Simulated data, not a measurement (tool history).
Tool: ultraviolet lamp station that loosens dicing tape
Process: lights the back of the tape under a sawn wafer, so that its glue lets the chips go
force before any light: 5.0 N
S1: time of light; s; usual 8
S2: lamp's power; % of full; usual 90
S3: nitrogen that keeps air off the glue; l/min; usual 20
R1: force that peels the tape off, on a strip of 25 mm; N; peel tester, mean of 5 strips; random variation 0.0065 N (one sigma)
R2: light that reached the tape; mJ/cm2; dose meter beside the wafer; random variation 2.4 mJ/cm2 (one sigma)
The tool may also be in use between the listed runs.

Run 1, hour 0: usual settings. Result: R1 0.237 N, R2 220 mJ/cm2.
Run 2, hour 12.7: usual settings but S2 75 % of full. Result: R1 0.318 N, R2 179 mJ/cm2.
Run 3, hour 29.9: usual settings but S1 6 s. Result: R1 0.355 N, R2 160 mJ/cm2.
Run 4, hour 41: usual settings. Result: R1 0.25 N, R2 215 mJ/cm2.
Run 5, hour 57.6: usual settings but S3 31 l/min. Result: R1 0.212 N, R2 215 mJ/cm2.
Run 6, hour 75.8: usual settings but S3 31 l/min. Result: R1 0.225 N, R2 211 mJ/cm2.
Run 7, hour 85: usual settings but S3 10 l/min. Result: R1 0.346 N, R2 213 mJ/cm2.
Run 8, hour 103.4: usual settings but S3 10 l/min. Result: R1 0.357 N, R2 203 mJ/cm2.
Run 9, hour 119.6: usual settings. Result: R1 0.263 N, R2 206 mJ/cm2.
Run 10, hour 134.1: usual settings but S3 15 l/min. Result: R1 0.291 N, R2 208 mJ/cm2.
Run 11, hour 143.5: usual settings but S3 15 l/min. Result: R1 0.292 N, R2 205 mJ/cm2.
Run 12, hour 161.7: usual settings but S3 15 l/min. Result: R1 0.302 N, R2 203 mJ/cm2.
Run 13, hour 173.3: usual settings but S1 6 s. Result: R1 0.401 N, R2 154 mJ/cm2.
Run 14, hour 188.4: usual settings but S3 8 l/min. Result: R1 0.454 N, R2 201 mJ/cm2.
Run 15, hour 203.9: usual settings but S3 8 l/min. Result: R1 0.429 N, R2 197 mJ/cm2.
Run 16, hour 217.9: usual settings but S3 22 l/min. Result: R1 0.247 N, R2 201 mJ/cm2.
Run 17, hour 229.9: usual settings but S3 22 l/min. Result: R1 0.243 N, R2 197 mJ/cm2.
Run 18, hour 246.9: usual settings but S3 22 l/min. Result: R1 0.255 N, R2 197 mJ/cm2.
Run 19, hour 263.5: usual settings but S1 6 s. Result: R1 0.43 N, R2 145 mJ/cm2.
Run 20, hour 272.4: usual settings but S1 5 s. Result: R1 0.573 N, R2 122 mJ/cm2.
Run 21, hour 280.4: usual settings but S1 5 s. Result: R1 0.577 N, R2 121 mJ/cm2.
Run 22, hour 292.5: usual settings but S1 5 s. Result: R1 0.595 N, R2 120 mJ/cm2.
Run 23, hour 304.9: usual settings but S1 9 s. Result: R1 0.245 N, R2 212 mJ/cm2.
Run 24, hour 315.7: usual settings but S1 9 s. Result: R1 0.243 N, R2 213 mJ/cm2.
Run 25, hour 325.2: usual settings but S1 5 s, S2 68 % of full. Result: R1 0.976 N, R2 89 mJ/cm2.
Run 26, hour 334.5: usual settings but S1 9 s, S2 79 % of full, S3 27 l/min. Result: R1 0.252 N, R2 184 mJ/cm2.
Run 27, hour 347.6: usual settings but S1 14 s, S3 38 l/min. Result: R1 0.184 N, R2 325 mJ/cm2.
Run 28, hour 363.7: usual settings but S3 15 l/min. Result: R1 0.332 N, R2 185 mJ/cm2.
Run 29, hour 374.1: usual settings but S2 82 % of full, S3 15 l/min. Result: R1 0.407 N, R2 170 mJ/cm2.
Run 30, hour 390.9: usual settings but S1 12 s, S2 80 % of full, S3 16 l/min. Result: R1 0.229 N, R2 246 mJ/cm2.
Run 31, hour 407.5: usual settings but S2 80 % of full, S3 18 l/min. Result: R1 0.373 N, R2 166 mJ/cm2.
At hour 411.2: window cleaned of glue's vapour.
Run 32, hour 422.7: usual settings but S2 79 % of full, S3 22 l/min. Result: R1 0.313 N, R2 172 mJ/cm2.
Run 33, hour 439.5: usual settings but S2 79 % of full, S3 17 l/min. Result: R1 0.364 N, R2 169 mJ/cm2.
Run 34, hour 456.7: usual settings but S1 13 s, S2 79 % of full, S3 7 l/min. Result: R1 0.302 N, R2 274 mJ/cm2.
Run 35, hour 466.7: usual settings but S1 13 s, S2 79 % of full, S3 24 l/min. Result: R1 0.196 N, R2 274 mJ/cm2.
Run 36, hour 480.6: usual settings but S1 13 s, S2 79 % of full, S3 24 l/min. Result: R1 0.197 N, R2 273 mJ/cm2.
Run 37, hour 495.4: usual settings but S1 7 s, S2 79 % of full, S3 19 l/min. Result: R1 0.444 N, R2 148 mJ/cm2.
Run 38, hour 509.3: usual settings but S1 7 s, S2 79 % of full, S3 19 l/min. Result: R1 0.46 N, R2 145 mJ/cm2.
Run 39, hour 517.4: usual settings but S1 7 s, S2 79 % of full, S3 19 l/min. Result: R1 0.463 N, R2 142 mJ/cm2.
Run 40, hour 534.9: usual settings but S1 4 s. Result: R1 0.912 N, R2 92 mJ/cm2.
Run 41, hour 550.9: usual settings but S3 7 l/min. Result: R1 0.53 N, R2 183 mJ/cm2.
Run 42, hour 567.3: usual settings but S2 69 % of full. Result: R1 0.472 N, R2 138 mJ/cm2.
Run 43, hour 581.6: usual settings but S1 16 s. Result: R1 0.182 N, R2 359 mJ/cm2.
Run 44, hour 592.5: usual settings but S1 14 s, S3 16 l/min. Result: R1 0.192 N, R2 311 mJ/cm2.

Forecast each of these 4 alternatives for the next run:
Run A, hour 610: usual settings but S1 15 s, S3 16 l/min. Result: R1 ?, R2 ?.
Run B, hour 610: usual settings but S1 12 s, S2 92 % of full, S3 9 l/min. Result: R1 ?, R2 ?.
Run C, hour 610: usual settings but S1 6 s, S3 32 l/min. Result: R1 ?, R2 ?.
Run D, hour 610: usual settings but S1 14 s, S2 75 % of full, S3 16 l/min. Result: R1 ?, R2 ?.

run     R1   R2
  A  0.201  335
  B  0.257  276
  C  0.372  137
  D  0.209  261
Without the tool's hidden state the same runs would have given:
run     R1   R2
  A  0.193  482
  B  0.196  397
  C  0.226  196
  D   0.18  375

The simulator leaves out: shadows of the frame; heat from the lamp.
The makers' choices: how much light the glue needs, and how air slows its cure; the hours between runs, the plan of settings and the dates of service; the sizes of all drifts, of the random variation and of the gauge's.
